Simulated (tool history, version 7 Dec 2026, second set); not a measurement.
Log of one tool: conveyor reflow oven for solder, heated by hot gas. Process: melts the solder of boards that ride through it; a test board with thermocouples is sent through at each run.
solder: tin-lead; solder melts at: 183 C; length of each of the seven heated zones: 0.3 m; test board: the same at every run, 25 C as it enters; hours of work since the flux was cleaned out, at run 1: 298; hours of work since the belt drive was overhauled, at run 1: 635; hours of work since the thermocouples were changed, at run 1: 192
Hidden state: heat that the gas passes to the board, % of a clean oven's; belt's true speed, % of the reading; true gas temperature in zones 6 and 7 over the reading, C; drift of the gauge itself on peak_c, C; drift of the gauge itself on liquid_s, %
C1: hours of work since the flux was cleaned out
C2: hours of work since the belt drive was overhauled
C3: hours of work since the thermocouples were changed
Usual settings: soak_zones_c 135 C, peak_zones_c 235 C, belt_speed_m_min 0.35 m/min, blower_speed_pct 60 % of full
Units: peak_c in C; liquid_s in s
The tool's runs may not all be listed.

Run 1, hour 0: usual settings; C1 298; C2 635; C3 192. Result: peak_c 215.8 C, liquid_s 72.9 s.
Run 2, hour 25.6: usual settings; C1 313; C2 649; C3 206. Result: peak_c 215.8 C, liquid_s 73.5 s.
Run 3, hour 71.5: usual settings but belt_speed_m_min 0.353 m/min; C1 339; C2 675; C3 232. Result: peak_c 215.4 C, liquid_s 72.5 s.
Run 4, hour 117: usual settings; C1 365; C2 701; C3 258. Result: peak_c 215.7 C, liquid_s 73.6 s.
Run 5, hour 141.9: usual settings; C1 379; C2 715; C3 272. Result: peak_c 215.8 C, liquid_s 72.9 s.
Run 6, hour 184.2: usual settings; C1 403; C2 739; C3 296. Result: peak_c 215.3 C, liquid_s 73.3 s.
At hour 222.7: flux residue cleaned out of gas plates and filters.
Run 7, hour 230.4: usual settings; C1 4; C2 762; C3 320. Result: peak_c 215.5 C, liquid_s 73.1 s.
Run 8, hour 256.7: usual settings; C1 19; C2 777; C3 335. Result: peak_c 215 C, liquid_s 73.1 s.
Run 9, hour 291.6: usual settings; C1 39; C2 797; C3 354. Result: peak_c 215.4 C, liquid_s 73.3 s.
Run 10, hour 333.3: usual settings but soak_zones_c 130 C; C1 63; C2 821; C3 378. Result: peak_c 214.3 C, liquid_s 69.9 s.
Run 11, hour 358.4: usual settings but soak_zones_c 130 C, peak_zones_c 241 C; C1 77; C2 835; C3 392. Result: peak_c 219.3 C, liquid_s 75.6 s.
Run 12, hour 400.4: usual settings; C1 101; C2 859; C3 416. Result: peak_c 215.5 C, liquid_s 73.7 s.
Run 13, hour 451.5: usual settings; C1 130; C2 888; C3 445. Result: peak_c 215.7 C, liquid_s 73.6 s.
Run 14, hour 490.1: usual settings; C1 152; C2 910; C3 467. Result: peak_c 215.2 C, liquid_s 72.7 s.
Run 15, hour 528.5: usual settings but soak_zones_c 127 C; C1 174; C2 932; C3 489. Result: peak_c 213.9 C, liquid_s 68 s.
Run 16, hour 552.9: usual settings but peak_zones_c 233 C, belt_speed_m_min 0.41 m/min; C1 188; C2 946; C3 503. Result: peak_c 208 C, liquid_s 52.4 s.
Run 17, hour 582.1: usual settings but belt_speed_m_min 0.37 m/min, blower_speed_pct 53 % of full; C1 204; C2 962; C3 519. Result: peak_c 210.4 C, liquid_s 61.8 s.
Run 18, hour 611.4: usual settings but belt_speed_m_min 0.37 m/min, blower_speed_pct 53 % of full; C1 221; C2 979; C3 536. Result: peak_c 210.7 C, liquid_s 61.8 s.
Run 19, hour 636.5: usual settings but soak_zones_c 126 C, blower_speed_pct 58 % of full; C1 235; C2 993; C3 550. Result: peak_c 213.3 C, liquid_s 66 s.
Run 20, hour 681.2: usual settings but soak_zones_c 148 C, peak_zones_c 238 C, belt_speed_m_min 0.418 m/min, blower_speed_pct 88 % of full; C1 260; C2 1018; C3 576. Result: peak_c 223.2 C, liquid_s 73.6 s.
At hour 711.3: thermocouples of zones 6 and 7 changed.
Run 21, hour 711.3: usual settings but peak_zones_c 247 C, belt_speed_m_min 0.335 m/min, blower_speed_pct 84 % of full; C1 276; C2 1034; C3 0. Result: peak_c 235 C, liquid_s 94.5 s.
Run 22, hour 743.7: usual settings but soak_zones_c 143 C, peak_zones_c 247 C, belt_speed_m_min 0.282 m/min, blower_speed_pct 90 % of full; C1 295; C2 1053; C3 18. Result: peak_c 240.5 C, liquid_s 120.8 s.
Run 23, hour 786.2: usual settings but belt_speed_m_min 0.4 m/min; C1 319; C2 1077; C3 43. Result: peak_c 210.8 C, liquid_s 57.5 s.
Run 24, hour 836.2: usual settings but soak_zones_c 126 C, peak_zones_c 227 C, belt_speed_m_min 0.299 m/min, blower_speed_pct 79 % of full; C1 347; C2 1105; C3 71. Result: peak_c 217.1 C, liquid_s 87.5 s.
Run 25, hour 885.7: usual settings but soak_zones_c 126 C, peak_zones_c 227 C, belt_speed_m_min 0.299 m/min, blower_speed_pct 79 % of full; C1 375; C2 1133; C3 99. Result: peak_c 217.3 C, liquid_s 87.3 s.
Run 26, hour 934.6: usual settings but belt_speed_m_min 0.29 m/min, blower_speed_pct 84 % of full; C1 403; C2 1161; C3 127. Result: peak_c 227 C, liquid_s 104.9 s.
At hour 971: flux residue cleaned out of gas plates and filters.
Run 27, hour 971.9: usual settings but belt_speed_m_min 0.381 m/min, blower_speed_pct 71 % of full; C1 1; C2 1179; C3 145. Result: peak_c 216.8 C, liquid_s 68.1 s.
Run 28, hour 1012.2: usual settings but belt_speed_m_min 0.381 m/min, blower_speed_pct 71 % of full; C1 23; C2 1202; C3 168. Result: peak_c 216.8 C, liquid_s 68.4 s.
Run 29, hour 1035.7: usual settings but soak_zones_c 139 C, belt_speed_m_min 0.381 m/min, blower_speed_pct 71 % of full; C1 37; C2 1216; C3 181. Result: peak_c 217.3 C, liquid_s 71.1 s.
Run 30, hour 1059: usual settings but soak_zones_c 139 C, belt_speed_m_min 0.381 m/min, blower_speed_pct 71 % of full; C1 50; C2 1229; C3 195. Result: peak_c 217.3 C, liquid_s 70.4 s.

Forecast each of these 4 alternatives for the next run:
Run A, hour 1088.8: usual settings but soak_zones_c 124 C, peak_zones_c 241 C; C1 67; C2 1246; C3 211. Result: peak_c ?, liquid_s ?.
Run B, hour 1088.8: usual settings but soak_zones_c 137 C, belt_speed_m_min 0.323 m/min, blower_speed_pct 79 % of full; C1 67; C2 1246; C3 211. Result: peak_c ?, liquid_s ?.
Run C, hour 1088.8: usual settings but soak_zones_c 139 C, belt_speed_m_min 0.316 m/min, blower_speed_pct 71 % of full; C1 67; C2 1246; C3 211. Result: peak_c ?, liquid_s ?.
Run D, hour 1088.8: usual settings but soak_zones_c 147 C, peak_zones_c 226 C, belt_speed_m_min 0.343 m/min; C1 67; C2 1246; C3 211. Result: peak_c ?, liquid_s ?.

run  peak_c  liquid_s
  A   218.6      71.6
  B     224      90.9
  C   222.9      93.3
  D   210.9      75.6
Without the tool's hidden state the same runs would have given:
run  peak_c  liquid_s
  A   218.6      71.6
  B     224      90.9
  C   222.9      93.3
  D   210.9      75.6
